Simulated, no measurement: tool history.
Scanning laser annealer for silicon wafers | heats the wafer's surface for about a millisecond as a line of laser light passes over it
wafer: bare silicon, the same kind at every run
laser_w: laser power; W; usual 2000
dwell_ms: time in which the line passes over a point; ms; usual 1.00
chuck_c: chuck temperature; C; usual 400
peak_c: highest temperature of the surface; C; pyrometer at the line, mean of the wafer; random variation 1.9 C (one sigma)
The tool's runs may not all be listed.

Run 1, day 0.000: usual settings. Result: peak_c 1083 C.
Run 2, day 1.867: usual settings but dwell_ms 0.85 ms. Result: peak_c 1022 C.
Run 3, day 3.017: usual settings but dwell_ms 0.85 ms. Result: peak_c 1024 C.
Run 4, day 5.258: usual settings but dwell_ms 0.85 ms. Result: peak_c 1023 C.
Run 5, day 7.225: usual settings but dwell_ms 0.85 ms. Result: peak_c 1024 C.
Run 6, day 8.762: usual settings but dwell_ms 0.85 ms. Result: peak_c 1021 C.
Run 7, day 11.329: usual settings but dwell_ms 0.85 ms. Result: peak_c 1023 C.
Run 8, day 13.704: usual settings but dwell_ms 0.85 ms. Result: peak_c 1020 C.
Run 9, day 16.262: usual settings but dwell_ms 0.85 ms. Result: peak_c 1018 C.
Run 10, day 17.425: usual settings but dwell_ms 0.85 ms. Result: peak_c 1021 C.
Run 11, day 19.433: usual settings but dwell_ms 0.85 ms. Result: peak_c 1014 C.
Run 12, day 21.325: usual settings but dwell_ms 0.75 ms. Result: peak_c 976 C.
Run 13, day 23.267: usual settings but dwell_ms 0.75 ms. Result: peak_c 976 C.
Run 14, day 25.062: usual settings but dwell_ms 1.15 ms. Result: peak_c 1125 C.
Run 15, day 26.783: usual settings but laser_w 1762 W. Result: peak_c 997 C.
Run 16, day 28.858: usual settings but laser_w 1762 W. Result: peak_c 996 C.
Run 17, day 30.692: usual settings but laser_w 1762 W. Result: peak_c 1000 C.
Run 18, day 33.483: usual settings. Result: peak_c 1069 C.
At day 35.308: window over the wafer cleaned.
Run 19, day 35.325: usual settings. Result: peak_c 1090 C.
Run 20, day 37.396: usual settings. Result: peak_c 1085 C.
Run 21, day 38.938: usual settings but laser_w 1854 W, dwell_ms 1.11 ms. Result: peak_c 1075 C.
Run 22, day 40.888: usual settings but dwell_ms 1.16 ms. Result: peak_c 1144 C.
Run 23, day 43.567: usual settings but dwell_ms 1.16 ms. Result: peak_c 1141 C.
Run 24, day 44.912: usual settings but dwell_ms 1.16 ms. Result: peak_c 1138 C.
Run 25, day 46.142: usual settings but dwell_ms 1.16 ms. Result: peak_c 1137 C.
Run 26, day 47.446: usual settings but dwell_ms 1.16 ms. Result: peak_c 1136 C.
Run 27, day 50.125: usual settings but laser_w 1957 W, dwell_ms 0.76 ms, chuck_c 415 C. Result: peak_c 990 C.
Run 28, day 51.583: usual settings but laser_w 2072 W, dwell_ms 0.76 ms, chuck_c 394 C. Result: peak_c 998 C.
Run 29, day 53.492: usual settings but laser_w 1838 W, dwell_ms 0.76 ms, chuck_c 362 C. Result: peak_c 904 C.
Run 30, day 55.300: usual settings but laser_w 1838 W, dwell_ms 0.76 ms, chuck_c 362 C. Result: peak_c 906 C.
At day 56.217: optics aligned, line set to its width.
Run 31, day 57.746: usual settings but laser_w 1838 W, dwell_ms 1.04 ms, chuck_c 378 C. Result: peak_c 1030 C.
Run 32, day 60.538: usual settings but laser_w 1838 W, dwell_ms 1.04 ms, chuck_c 378 C. Result: peak_c 1024 C.
Run 33, day 63.079: usual settings but dwell_ms 1.15 ms. Result: peak_c 1139 C.
Run 34, day 65.333: usual settings but laser_w 1963 W, dwell_ms 0.94 ms. Result: peak_c 1049 C.
Run 35, day 67.458: usual settings but chuck_c 374 C. Result: peak_c 1057 C.
Run 36, day 69.917: usual settings but laser_w 2160 W, dwell_ms 0.99 ms, chuck_c 395 C. Result: peak_c 1123 C.
Run 37, day 72.462: usual settings but laser_w 1924 W, dwell_ms 0.92 ms. Result: peak_c 1025 C.
Run 38, day 73.950: usual settings but laser_w 2031 W, dwell_ms 1.03 ms, chuck_c 394 C. Result: peak_c 1097 C.
Run 39, day 75.917: usual settings but laser_w 2163 W, dwell_ms 1.03 ms, chuck_c 381 C. Result: peak_c 1123 C.
Run 40, day 78.525: usual settings but laser_w 2104 W, chuck_c 363 C. Result: peak_c 1077 C.

3 ways to go on from here, each from the tool as it stands after run 40. What would each give?
Run A, day 81.233: usual settings but laser_w 2104 W, dwell_ms 0.99 ms, chuck_c 363 C. Result: peak_c ?.
Run B, day 81.233: usual settings but laser_w 2011 W, chuck_c 411 C. Result: peak_c ?.
Run C, day 81.233: usual settings but laser_w 1876 W, chuck_c 363 C. Result: peak_c ?.

run  peak_c
  A    1065
  B    1091
  C    1001
Without the tool's hidden state the same runs would have given:
run  peak_c
  A    1093
  B    1118
  C    1027
